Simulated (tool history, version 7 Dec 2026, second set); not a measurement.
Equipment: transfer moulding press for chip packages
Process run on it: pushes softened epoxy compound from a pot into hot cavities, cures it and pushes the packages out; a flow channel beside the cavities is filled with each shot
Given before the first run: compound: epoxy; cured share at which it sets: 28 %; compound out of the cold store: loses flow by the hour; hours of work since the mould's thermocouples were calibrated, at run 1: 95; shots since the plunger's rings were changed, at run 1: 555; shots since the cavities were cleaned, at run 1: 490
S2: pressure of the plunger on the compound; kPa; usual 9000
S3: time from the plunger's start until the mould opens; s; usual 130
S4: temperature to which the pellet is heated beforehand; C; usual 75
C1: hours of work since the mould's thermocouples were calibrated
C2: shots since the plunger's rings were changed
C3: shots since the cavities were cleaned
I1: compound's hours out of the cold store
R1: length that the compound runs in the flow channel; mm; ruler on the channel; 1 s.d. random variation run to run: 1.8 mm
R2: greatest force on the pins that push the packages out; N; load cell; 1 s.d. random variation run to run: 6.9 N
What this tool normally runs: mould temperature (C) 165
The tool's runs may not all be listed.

Run 1, hour 0: usual settings; C1 95; C2 555; C3 490; I1 23.1. Result: R1 680 mm, R2 430 N.
Run 2, hour 7.5: usual settings; C1 98; C2 600; C3 535; I1 15.5. Result: R1 701 mm, R2 421 N.
Run 3, hour 13.8: usual settings but mould temperature (C) 173; C1 101; C2 638; C3 573; I1 15.6. Result: R1 668 mm, R2 368 N.
At hour 19.5: cavities cleaned with cleaning compound and waxed.
Run 4, hour 23.1: usual settings but mould temperature (C) 173; C1 104; C2 686; C3 22; I1 26.7. Result: R1 641 mm, R2 243 N.
Run 5, hour 28.2: usual settings but S2 8300 kPa; C1 106; C2 716; C3 52; I1 30.3. Result: R1 634 mm, R2 296 N.
Run 6, hour 34.6: usual settings but S4 79 C; C1 109; C2 755; C3 91; I1 43.5. Result: R1 621 mm, R2 329 N.
Run 7, hour 40.7: usual settings but S3 150 s; C1 112; C2 792; C3 128; I1 44. Result: R1 623 mm, R2 314 N.
Run 8, hour 49.6: usual settings but S3 150 s; C1 116; C2 846; C3 182; I1 16. Result: R1 700 mm, R2 314 N.
Run 9, hour 58.5: usual settings but S3 150 s; C1 120; C2 900; C3 236; I1 10.3. Result: R1 715 mm, R2 321 N.
Run 10, hour 65.3: usual settings but S3 150 s; C1 123; C2 941; C3 277; I1 15.4. Result: R1 694 mm, R2 351 N.
Run 11, hour 74.2: usual settings but mould temperature (C) 171, S2 8070 kPa, S3 134 s, S4 76 C; C1 127; C2 995; C3 331; I1 38. Result: R1 585 mm, R2 330 N.
Run 12, hour 78.6: usual settings but mould temperature (C) 164, S3 160 s, S4 68 C; C1 129; C2 1022; C3 358; I1 42.3. Result: R1 629 mm, R2 357 N.
Run 13, hour 83.9: usual settings but S4 66 C; C1 131; C2 1054; C3 390; I1 27.9. Result: R1 661 mm, R2 403 N.
Run 14, hour 90: usual settings but mould temperature (C) 159, S2 10260 kPa, S3 115 s, S4 72 C; C1 134; C2 1090; C3 426; I1 18.4. Result: R1 762 mm, R2 865 N.
Run 15, hour 96.2: usual settings but mould temperature (C) 159, S2 10260 kPa, S3 126 s, S4 74 C; C1 136; C2 1127; C3 463; I1 24.8. Result: R1 742 mm, R2 723 N.
Run 16, hour 103.8: usual settings but mould temperature (C) 159, S2 10260 kPa, S3 126 s, S4 74 C; C1 140; C2 1174; C3 510; I1 36.7. Result: R1 705 mm, R2 685 N.
Run 17, hour 110: usual settings but mould temperature (C) 164, S2 7620 kPa, S3 126 s, S4 74 C; C1 142; C2 1211; C3 547; I1 12.7. Result: R1 656 mm, R2 472 N.
Run 18, hour 115: usual settings but S2 10370 kPa, S3 162 s, S4 79 C; C1 145; C2 1241; C3 577; I1 46.3. Result: R1 658 mm, R2 369 N.

Forecast each of these 3 alternatives for the next run:
At hour 119.3: cavities cleaned with cleaning compound and waxed.
Run A, hour 120.2: usual settings but mould temperature (C) 162, S2 8500 kPa, S3 147 s; C1 146; C2 1264; C3 5; I1 17.9. Result: R1 ?, R2 ?.
At hour 119.3: cavities cleaned with cleaning compound and waxed.
Run B, hour 120.2: usual settings but mould temperature (C) 173, S2 10310 kPa, S3 137 s; C1 146; C2 1264; C3 5; I1 24.1. Result: R1 ?, R2 ?.
At hour 119.3: cavities cleaned with cleaning compound and waxed.
Run C, hour 120.2: usual settings but S2 8440 kPa, S3 113 s; C1 146; C2 1264; C3 5; I1 12.3. Result: R1 ?, R2 ?.

run   R1   R2
  A  684  299
  B  691  236
  C  684  366
With no hidden state in the tool, these same runs would have given:
run   R1   R2
  A  690  291
  B  698  229
  C  690  358
